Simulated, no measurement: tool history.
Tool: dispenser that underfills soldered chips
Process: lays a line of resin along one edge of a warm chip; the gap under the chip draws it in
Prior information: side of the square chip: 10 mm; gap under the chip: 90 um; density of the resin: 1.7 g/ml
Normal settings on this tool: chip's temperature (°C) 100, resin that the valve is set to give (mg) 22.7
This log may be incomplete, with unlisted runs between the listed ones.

run   hour  chip's temperature (°C)  resin that the valve is set to give (mg)  time until the resin shows at the far edge (s)  resin that the valve gave (mg)
  1      0                      100                                      22.7                                              39                           22.52
  2    7.5                      108                                      22.7                                            36.5                           22.41
      10.5  -- new syringe of resin
  3     12                      108                                      22.7                                            27.3                           22.41
  4   19.4                      100                                      22.7                                              46                           22.33
        25  -- new syringe of resin
  5   25.7                       89                                      22.7                                            58.2                           22.33
  6   32.9                       89                                      21.7                                            71.8                           21.29
      35.3  -- dispensing valve cleaned and set on the balance
        40  -- new syringe of resin
  7   40.4                       92                                      22.7                                              51                            22.7
  8   46.2                       92                                      22.7                                            59.8                           22.66
  9   53.6                       91                                      22.7                                            76.8                           22.64
      54.3  -- new syringe of resin
 10   58.9                       91                                      22.7                                            59.8                           22.59
 11   64.3                      100                                      22.7                                            48.4                           22.58
 12   67.9                      100                                      22.7                                            54.2                           22.51
      68.8  -- new syringe of resin
 13   72.5                      100                                      22.7                                            40.3                           22.48
 14   76.5                       97                                      19.9                                            54.2                           19.68
      82.8  -- new syringe of resin
 15     84                      112                                      20.6                                            23.8                           20.36
 16   89.4                      113                                        28                                            26.2                           27.59
 17   95.6                      109                                      22.8                                            37.2                           22.38
        97  -- new syringe of resin
      99.2  -- dispensing valve cleaned and set on the balance
 18  104.4                       85                                      29.3                                            79.1                           29.36
 19  111.1                      109                                      23.9                                            36.8                           23.91
     112.7  -- new syringe of resin
 20  115.3                       86                                      22.3                                            69.7                           22.29
 21  118.5                       86                                      22.3                                            78.4                           22.26
 22  125.1                       86                                      22.3                                            97.8                           22.18
     127.1  -- new syringe of resin
 23  132.3                       86                                      22.3                                            75.1                            22.1
 24  139.6                      102                                      23.7                                            48.6                           23.49
     141.5  -- new syringe of resin
 25  144.2                      102                                      23.7                                            36.5                           23.37

Per-run results on a tool with no hidden state, each run keeping its own random variation:
Hidden conditions of the tool in this case: resin's viscosity, % of fresh resin's; dose that the valve gives, % of what is set; true chip temperature over the reading, C; drift of the gauge itself on fill_s, %; drift of the gauge itself on given_mg, %.
run  time until the resin shows at the far edge (s)  resin that the valve gave (mg)
  1                                            33.9                           22.71
  2                                            25.2                           22.67
  3                                            25.6                            22.7
  4                                              34                           22.68
  5                                            54.7                           22.74
  6                                            53.9                           21.73
  7                                            48.5                           22.66
  8                                            47.6                           22.67
  9                                            48.8                           22.71
 10                                              50                           22.69
 11                                            34.2                           22.72
 12                                            34.4                           22.69
 13                                            34.3                           22.69
 14                                            40.9                           19.89
 15                                            22.2                           20.63
 16                                            20.9                           28.02
 17                                            24.2                           22.78
 18                                            62.7                            29.3
 19                                              24                           23.92
 20                                            61.2                           22.33
 21                                            62.4                           22.33
 22                                            63.8                            22.3
 23                                            60.8                           22.28
 24                                            31.6                           23.74
 25                                            31.3                           23.66
